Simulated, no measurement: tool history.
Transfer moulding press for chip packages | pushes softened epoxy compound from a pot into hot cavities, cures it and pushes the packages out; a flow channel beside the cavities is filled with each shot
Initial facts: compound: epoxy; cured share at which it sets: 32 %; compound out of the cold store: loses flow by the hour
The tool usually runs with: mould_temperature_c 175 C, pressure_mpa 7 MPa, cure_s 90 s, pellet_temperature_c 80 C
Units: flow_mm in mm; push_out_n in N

| run | hour | mould_temperature_c | pressure_mpa | cure_s | pellet_temperature_c | incoming compound's hours out of the cold store | flow_mm | push_out_n |
|---|---|---|---|---|---|---|---|---|
| 1 | 0 | 175 | 7 | 90 | 80 | 31.7 | 828 | 634 |
| 2 | 26.1 | 175 | 7 | 90 | 80 | 35.6 | 813 | 704 |
|  | 31.7 | cavities cleaned with cleaning compound and waxed |
| 3 | 52 | 175 | 7 | 90 | 80 | 41.4 | 788 | 599 |
| 4 | 69 | 175 | 7 | 90 | 80 | 12.5 | 888 | 695 |
| 5 | 82 | 175 | 7 | 90 | 80 | 32.1 | 817 | 686 |
|  | 98.2 | cavities cleaned with cleaning compound and waxed |
| 6 | 100.5 | 175 | 7 | 90 | 80 | 38.5 | 791 | 480 |
| 7 | 119.5 | 175 | 7 | 90 | 80 | 18.7 | 861 | 602 |
| 8 | 145.9 | 175 | 7 | 90 | 80 | 12.4 | 875 | 685 |
|  | 162.5 | plunger's sealing rings changed |
|  | 166.2 | cavities cleaned with cleaning compound and waxed |
| 9 | 172.5 | 175 | 7 | 90 | 80 | 23.9 | 875 | 540 |
| 10 | 188.1 | 175 | 7 | 90 | 75 | 25.8 | 850 | 621 |
| 11 | 208.4 | 175 | 7 | 90 | 75 | 28 | 846 | 656 |
| 12 | 219.9 | 175 | 7 | 90 | 75 | 44.8 | 779 | 661 |
|  | 233.3 | cavities cleaned with cleaning compound and waxed |
| 13 | 244.7 | 175 | 7 | 90 | 75 | 36.6 | 815 | 535 |
| 14 | 261 | 175 | 7 | 94 | 80 | 28 | 843 | 564 |
| 15 | 278.3 | 175 | 7 | 94 | 76 | 10.8 | 906 | 651 |
|  | 299.7 | cavities cleaned with cleaning compound and waxed |
| 16 | 304 | 175 | 5.91 | 90 | 89 | 23.9 | 790 | 499 |
| 17 | 319 | 175 | 6.66 | 90 | 75 | 24.5 | 825 | 591 |
| 18 | 334.3 | 175 | 7 | 90 | 89 | 24 | 846 | 611 |
| 19 | 351.5 | 175 | 6.81 | 122 | 84 | 46.4 | 759 | 552 |
|  | 365.8 | cavities cleaned with cleaning compound and waxed |
| 20 | 376.9 | 180 | 8.61 | 113 | 83 | 29.2 | 889 | 431 |
| 21 | 388.1 | 180 | 8.61 | 113 | 83 | 25.6 | 901 | 470 |
| 22 | 399.9 | 180 | 6.9 | 113 | 74 | 15.6 | 838 | 505 |
| 23 | 419.4 | 180 | 7.99 | 104 | 74 | 13.9 | 913 | 565 |
|  | 432 | cavities cleaned with cleaning compound and waxed |
| 24 | 440.1 | 180 | 7.99 | 104 | 74 | 24.8 | 867 | 418 |
| 25 | 462.5 | 180 | 7.99 | 79 | 71 | 21.3 | 879 | 620 |
|  | 474.9 | plunger's sealing rings changed |
| 26 | 477 | 175 | 6.42 | 90 | 86 | 22 | 836 | 642 |
|  | 500.7 | cavities cleaned with cleaning compound and waxed |
| 27 | 504.5 | 175 | 6.42 | 90 | 86 | 37 | 776 | 502 |
| 28 | 525.3 | 175 | 6.42 | 90 | 86 | 30.6 | 808 | 609 |
| 29 | 545.5 | 175 | 7.19 | 90 | 86 | 13.3 | 914 | 651 |

3 ways to go on from here, each from the tool as it stands after run 29. What would each give?
| A | 563.5 | 179 | 5.53 | 90 | 85 | 34.7 | ? | ? |
| B | 563.5 | 168 | 7 | 90 | 71 | 19.2 | ? | ? |
| C | 563.5 | 182 | 7.19 | 90 | 86 | 43.7 | ? | ? |

| run | flow_mm | push_out_n |
|---|---|---|
| A | 714 | 608 |
| B | 922 | 1196 |
| C | 770 | 579 |
Take away the tool's hidden state, keep each run's random variation, and the runs would have read:
| run | flow_mm | push_out_n |
|---|---|---|
| A | 727 | 427 |
| B | 940 | 885 |
| C | 784 | 400 |
